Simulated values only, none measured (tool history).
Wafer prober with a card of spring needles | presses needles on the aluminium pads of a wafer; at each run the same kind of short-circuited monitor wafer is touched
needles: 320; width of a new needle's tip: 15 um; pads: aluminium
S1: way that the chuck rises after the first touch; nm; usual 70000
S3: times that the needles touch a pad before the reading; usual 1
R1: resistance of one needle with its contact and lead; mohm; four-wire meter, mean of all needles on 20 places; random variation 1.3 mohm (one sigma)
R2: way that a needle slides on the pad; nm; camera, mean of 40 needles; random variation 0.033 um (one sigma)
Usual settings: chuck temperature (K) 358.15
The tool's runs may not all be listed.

Run 1, hour 0: usual settings. Result: R1 153 mohm, R2 16880 nm.
At hour 3.9: tips cleaned on abrasive film.
Run 2, hour 24.8: usual settings. Result: R1 149 mohm, R2 16840 nm.
At hour 32.1: tips cleaned on abrasive film.
Run 3, hour 54.6: usual settings but S1 81000 nm. Result: R1 145 mohm, R2 19530 nm.
At hour 60.2: tips cleaned on abrasive film.
At hour 88.9: tips cleaned on abrasive film.
Run 4, hour 114.6: usual settings but S1 81000 nm. Result: R1 144 mohm, R2 19440 nm.
At hour 119.5: tips cleaned on abrasive film.
At hour 149.5: tips cleaned on abrasive film.
Run 5, hour 149.5: usual settings. Result: R1 116 mohm, R2 16710 nm.
At hour 179.2: tips cleaned on abrasive film.
Run 6, hour 193.7: usual settings. Result: R1 139 mohm, R2 16740 nm.
At hour 205.6: tips cleaned on abrasive film.
Run 7, hour 221.8: usual settings. Result: R1 143 mohm, R2 16680 nm.
At hour 235.6: tips cleaned on abrasive film.
Run 8, hour 250.6: usual settings. Result: R1 146 mohm, R2 16700 nm.
At hour 267.1: tips cleaned on abrasive film.
At hour 295.2: tips cleaned on abrasive film.
Run 9, hour 300.6: usual settings but S3 2. Result: R1 121 mohm, R2 16640 nm.
At hour 325.2: tips cleaned on abrasive film.
Run 10, hour 325.5: usual settings but S1 57000 nm, chuck temperature (K) 307.15, S3 3. Result: R1 109 mohm, R2 13430 nm.
At hour 353.8: tips cleaned on abrasive film.
Run 11, hour 361.4: usual settings but S1 60000 nm, chuck temperature (K) 334.15, S3 3. Result: R1 122 mohm, R2 14180 nm.
At hour 382.9: tips cleaned on abrasive film.
Run 12, hour 398.8: usual settings but S1 60000 nm, chuck temperature (K) 334.15, S3 3. Result: R1 125 mohm, R2 14130 nm.
At hour 409.8: tips cleaned on abrasive film.
At hour 436.8: tips cleaned on abrasive film.
Run 13, hour 456.7: usual settings but S1 60000 nm, chuck temperature (K) 334.15, S3 3. Result: R1 135 mohm, R2 14110 nm.
At hour 464: tips cleaned on abrasive film.
At hour 495: tips cleaned on abrasive film.
Run 14, hour 500.7: usual settings but chuck temperature (K) 376.15, S3 2. Result: R1 125 mohm, R2 16460 nm.
At hour 522.1: tips cleaned on abrasive film.
Run 15, hour 532: usual settings but chuck temperature (K) 376.15, S3 2. Result: R1 130 mohm, R2 16420 nm.
At hour 542.1: height of the first contact set anew.
At hour 550: tips cleaned on abrasive film.
Run 16, hour 567.7: usual settings but S1 53000 nm. Result: R1 173 mohm, R2 12790 nm.
At hour 577.5: tips cleaned on abrasive film.
At hour 605.3: tips cleaned on abrasive film.
Run 17, hour 622.3: usual settings but S1 73000 nm, chuck temperature (K) 355.15. Result: R1 144 mohm, R2 17580 nm.

Forecast each of these 3 alternatives for the next run:
At hour 635.7: tips cleaned on abrasive film.
Run A, hour 661.8: usual settings but S3 3. Result: R1 ?, R2 ?.
At hour 635.7: tips cleaned on abrasive film.
Run B, hour 661.8: usual settings but S1 65000 nm, chuck temperature (K) 316.15, S3 3. Result: R1 ?, R2 ?.
At hour 635.7: tips cleaned on abrasive film.
Run C, hour 661.8: usual settings but S1 78000 nm, chuck temperature (K) 355.15. Result: R1 ?, R2 ?.

run   R1     R2
  A  130  16840
  B  129  15570
  C  150  18820
Without the tool's hidden state the same runs would have given:
run   R1     R2
  A  113  16940
  B  109  15670
  C  112  18920
